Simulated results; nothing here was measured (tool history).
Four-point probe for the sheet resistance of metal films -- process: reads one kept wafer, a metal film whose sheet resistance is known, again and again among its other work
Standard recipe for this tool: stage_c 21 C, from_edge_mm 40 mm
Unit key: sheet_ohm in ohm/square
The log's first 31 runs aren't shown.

run 32 hour=2618.7 | stage_c=32 from_edge_mm=12 | sheet_ohm=8.464438
run 33 hour=2699.4 | stage_c=32 from_edge_mm=12 | sheet_ohm=8.465316
run 34 hour=2772.3 | stage_c=32 from_edge_mm=12 | sheet_ohm=8.467078
run 35 hour=2854.8 | stage_c=31 from_edge_mm=5 | sheet_ohm=8.703735
run 36 hour=2921.0 | stage_c=31 from_edge_mm=5 | sheet_ohm=8.704693
run 37 hour=2979.4 | stage_c=31 from_edge_mm=5 | sheet_ohm=8.701798
run 38 hour=3096.9 | stage_c=28 from_edge_mm=40 | sheet_ohm=8.429369
run 39 hour=3176.0 | stage_c=28 from_edge_mm=40 | sheet_ohm=8.430700

Each row is a separate what-if for the run after 39, all from the same tool condition, not one after another. Results?
run A hour=3285.4 | stage_c=20 from_edge_mm=52 | sheet_ohm=?
run B hour=3285.4 | stage_c=21 from_edge_mm=40 | sheet_ohm=?
run C hour=3285.4 | stage_c=23 from_edge_mm=5 | sheet_ohm=?
run D hour=3285.4 | stage_c=30 from_edge_mm=40 | sheet_ohm=?

run=A sheet_ohm=8.426205
run=B sheet_ohm=8.430694
run=C sheet_ohm=8.706285
run=D sheet_ohm=8.432218
With no hidden state in the tool, these same runs would have given:
run=A sheet_ohm=8.399877
run=B sheet_ohm=8.404365
run=C sheet_ohm=8.679184
run=D sheet_ohm=8.405997
